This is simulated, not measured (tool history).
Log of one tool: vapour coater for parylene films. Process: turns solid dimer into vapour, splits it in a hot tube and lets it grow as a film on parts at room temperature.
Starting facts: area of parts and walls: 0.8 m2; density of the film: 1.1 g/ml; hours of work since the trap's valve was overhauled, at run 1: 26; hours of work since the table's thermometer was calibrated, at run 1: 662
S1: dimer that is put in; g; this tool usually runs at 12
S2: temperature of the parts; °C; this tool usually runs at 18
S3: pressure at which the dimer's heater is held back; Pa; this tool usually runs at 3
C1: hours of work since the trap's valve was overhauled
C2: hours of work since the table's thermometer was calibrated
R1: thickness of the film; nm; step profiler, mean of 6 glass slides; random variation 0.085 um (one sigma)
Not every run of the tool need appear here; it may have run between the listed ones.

{"run": 1, "hour": 0.0, "S1": 12, "S2": 18, "S3": 3, "C1": 26, "C2": 662, "R1": 10280}
{"run": 2, "hour": 32.1, "S1": 12, "S2": 18, "S3": 3, "C1": 46, "C2": 683, "R1": 10330}
{"run": 3, "hour": 50.4, "S1": 12, "S2": 18, "S3": 3, "C1": 58, "C2": 695, "R1": 10170}
{"run": 4, "hour": 72.4, "S1": 12, "S2": 20, "S3": 3, "C1": 72, "C2": 709, "R1": 9200}
{"run": 5, "hour": 89.9, "S1": 12, "S2": 20, "S3": 3, "C1": 84, "C2": 720, "R1": 9050}
{"run": 6, "hour": 119.9, "S1": 12, "S2": 18, "S3": 3, "C1": 103, "C2": 739, "R1": 9760}
{"run": 7, "hour": 150.2, "S1": 12, "S2": 18, "S3": 3, "C1": 122, "C2": 759, "R1": 9680}
{"run": 8, "hour": 177.0, "S1": 12, "S2": 18, "S3": 6.55, "C1": 139, "C2": 776, "R1": 8940}
{"run": 9, "hour": 209.1, "S1": 12, "S2": 18, "S3": 6.55, "C1": 160, "C2": 797, "R1": 8810}
{"run": 10, "hour": 240.8, "S1": 7, "S2": 18, "S3": 6.55, "C1": 180, "C2": 817, "R1": 5130}
{"run": 11, "hour": 271.3, "S1": 8, "S2": 18, "S3": 6.55, "C1": 200, "C2": 837, "R1": 5760}
{"run": 12, "hour": 303.4, "S1": 12, "S2": 18, "S3": 3, "C1": 221, "C2": 857, "R1": 9060}
{"run": 13, "hour": 335.7, "S1": 12, "S2": 18, "S3": 3, "C1": 241, "C2": 878, "R1": 8960}
{"hour": 342.7, "done": "trap's valve overhauled"}
{"run": 14, "hour": 369.1, "S1": 12, "S2": 18, "S3": 3, "C1": 17, "C2": 897, "R1": 10310}
{"run": 15, "hour": 396.0, "S1": 12, "S2": 18, "S3": 3, "C1": 34, "C2": 914, "R1": 10310}
{"run": 16, "hour": 416.5, "S1": 12, "S2": 25, "S3": 3, "C1": 47, "C2": 927, "R1": 7190}
{"run": 17, "hour": 445.5, "S1": 12, "S2": 20, "S3": 3, "C1": 66, "C2": 946, "R1": 9060}
{"run": 18, "hour": 471.5, "S1": 12, "S2": 20, "S3": 3, "C1": 83, "C2": 963, "R1": 8930}
{"run": 19, "hour": 501.0, "S1": 5, "S2": 21, "S3": 3, "C1": 102, "C2": 982, "R1": 3570}
{"run": 20, "hour": 517.8, "S1": 11, "S2": 18, "S3": 3, "C1": 113, "C2": 993, "R1": 8890}
{"run": 21, "hour": 542.4, "S1": 20, "S2": 18, "S3": 6.1, "C1": 128, "C2": 1008, "R1": 14830}
{"run": 22, "hour": 556.7, "S1": 6, "S2": 17, "S3": 4.92, "C1": 138, "C2": 1018, "R1": 4800}
{"run": 23, "hour": 586.1, "S1": 11, "S2": 17, "S3": 4.92, "C1": 156, "C2": 1036, "R1": 8630}
{"run": 24, "hour": 618.0, "S1": 11, "S2": 17, "S3": 4.92, "C1": 177, "C2": 1057, "R1": 8540}
{"run": 25, "hour": 650.0, "S1": 5, "S2": 12, "S3": 5.91, "C1": 197, "C2": 1077, "R1": 4950}
{"run": 26, "hour": 677.7, "S1": 5, "S2": 12, "S3": 5.91, "C1": 215, "C2": 1095, "R1": 4700}
{"run": 27, "hour": 708.3, "S1": 5, "S2": 12, "S3": 5.91, "C1": 235, "C2": 1115, "R1": 4680}
{"hour": 722.8, "done": "trap's valve overhauled"}
{"run": 28, "hour": 732.4, "S1": 6, "S2": 18, "S3": 5, "C1": 6, "C2": 1128, "R1": 5060}
{"run": 29, "hour": 750.5, "S1": 6, "S2": 18, "S3": 5, "C1": 18, "C2": 1139, "R1": 4930}
{"run": 30, "hour": 781.1, "S1": 12, "S2": 18, "S3": 7.52, "C1": 37, "C2": 1159, "R1": 9390}
{"run": 31, "hour": 812.5, "S1": 7, "S2": 18, "S3": 4.68, "C1": 58, "C2": 1179, "R1": 5650}
{"run": 32, "hour": 830.9, "S1": 7, "S2": 18, "S3": 9.03, "C1": 69, "C2": 1191, "R1": 5240}
{"run": 33, "hour": 857.9, "S1": 12, "S2": 11, "S3": 3, "C1": 87, "C2": 1209, "R1": 12690}

Forecast each of these 3 alternatives for the next run:
{"run": "A", "hour": 882.7, "S1": 21, "S2": 11, "S3": 3, "C1": 103, "C2": 1224, "R1": "?"}
{"run": "B", "hour": 882.7, "S1": 21, "S2": 18, "S3": 5.54, "C1": 103, "C2": 1224, "R1": "?"}
{"run": "C", "hour": 882.7, "S1": 21, "S2": 10, "S3": 11.13, "C1": 103, "C2": 1224, "R1": "?"}

run=A R1=21940
run=B R1=16320
run=C R1=21900
Without the tool's unlogged condition, the same runs would have read:
run=A R1=23440
run=B R1=16930
run=C R1=23340
